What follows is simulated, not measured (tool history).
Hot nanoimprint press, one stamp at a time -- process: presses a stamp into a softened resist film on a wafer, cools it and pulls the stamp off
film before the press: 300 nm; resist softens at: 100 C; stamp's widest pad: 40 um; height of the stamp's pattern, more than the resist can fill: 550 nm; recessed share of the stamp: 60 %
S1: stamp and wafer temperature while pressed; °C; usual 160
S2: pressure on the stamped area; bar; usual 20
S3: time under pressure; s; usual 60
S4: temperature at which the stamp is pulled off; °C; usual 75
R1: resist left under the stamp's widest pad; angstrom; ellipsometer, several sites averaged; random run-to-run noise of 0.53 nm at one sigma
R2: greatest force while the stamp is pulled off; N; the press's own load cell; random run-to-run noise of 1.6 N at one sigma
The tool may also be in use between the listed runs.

run 1 hour=0 | S1=160 S2=20 S3=60 S4=75 | R1=1553 R2=205
run 2 hour=24.9 | S1=160 S2=20 S3=60 S4=75 | R1=1560 R2=206
run 3 hour=43.3 | S1=160 S2=20 S3=60 S4=75 | R1=1567 R2=208
run 4 hour=67.7 | S1=160 S2=20 S3=60 S4=75 | R1=1566 R2=204
run 5 hour=95.2 | S1=160 S2=14.1 S3=60 S4=75 | R1=1777 R2=202
-- hour=107.3 press's hydraulic seals changed and the load cell set to zero
run 6 hour=116.2 | S1=160 S2=14.1 S3=60 S4=75 | R1=1794 R2=207
run 7 hour=131.3 | S1=161 S2=20 S3=60 S4=75 | R1=1511 R2=204
-- hour=154.3 stamp cleaned and given a new release coat
run 8 hour=158.3 | S1=161 S2=20 S3=60 S4=75 | R1=1513 R2=203
run 9 hour=173.5 | S1=160 S2=20 S3=108 S4=75 | R1=1257 R2=205
run 10 hour=187.9 | S1=160 S2=20 S3=60 S4=75 | R1=1574 R2=206
run 11 hour=218.7 | S1=160 S2=20 S3=60 S4=75 | R1=1560 R2=206
run 12 hour=237.8 | S1=160 S2=20 S3=60 S4=83 | R1=1555 R2=196
-- hour=259.8 plate thermocouple calibrated
run 13 hour=271.2 | S1=160 S2=18.2 S3=60 S4=83 | R1=1624 R2=193
run 14 hour=290.2 | S1=160 S2=14.9 S3=60 S4=75 | R1=1750 R2=207
run 15 hour=317.7 | S1=160 S2=14.9 S3=60 S4=75 | R1=1751 R2=202
run 16 hour=334.4 | S1=160 S2=14.9 S3=60 S4=75 | R1=1764 R2=205
run 17 hour=364.4 | S1=160 S2=14.9 S3=60 S4=75 | R1=1744 R2=205
run 18 hour=381.8 | S1=160 S2=14.9 S3=60 S4=75 | R1=1747 R2=206
run 19 hour=400.5 | S1=160 S2=20 S3=88 S4=75 | R1=1365 R2=207
run 20 hour=423.2 | S1=160 S2=20 S3=36 S4=67 | R1=1849 R2=220
run 21 hour=453.6 | S1=156 S2=19.8 S3=37 S4=78 | R1=2076 R2=200
run 22 hour=467.6 | S1=156 S2=19.8 S3=37 S4=78 | R1=2086 R2=200
run 23 hour=486.3 | S1=149 S2=19.8 S3=40 S4=65 | R1=2448 R2=219

Expected results for the next run?
run 24 hour=517.7 | S1=149 S2=19.8 S3=40 S4=65 | R1=? R2=?

R1: 2440 angstrom
R2: 224 N
Were there no unlogged condition in the tool, this run, its random variation unchanged, would have produced R1 2441 angstrom, R2 223 N.
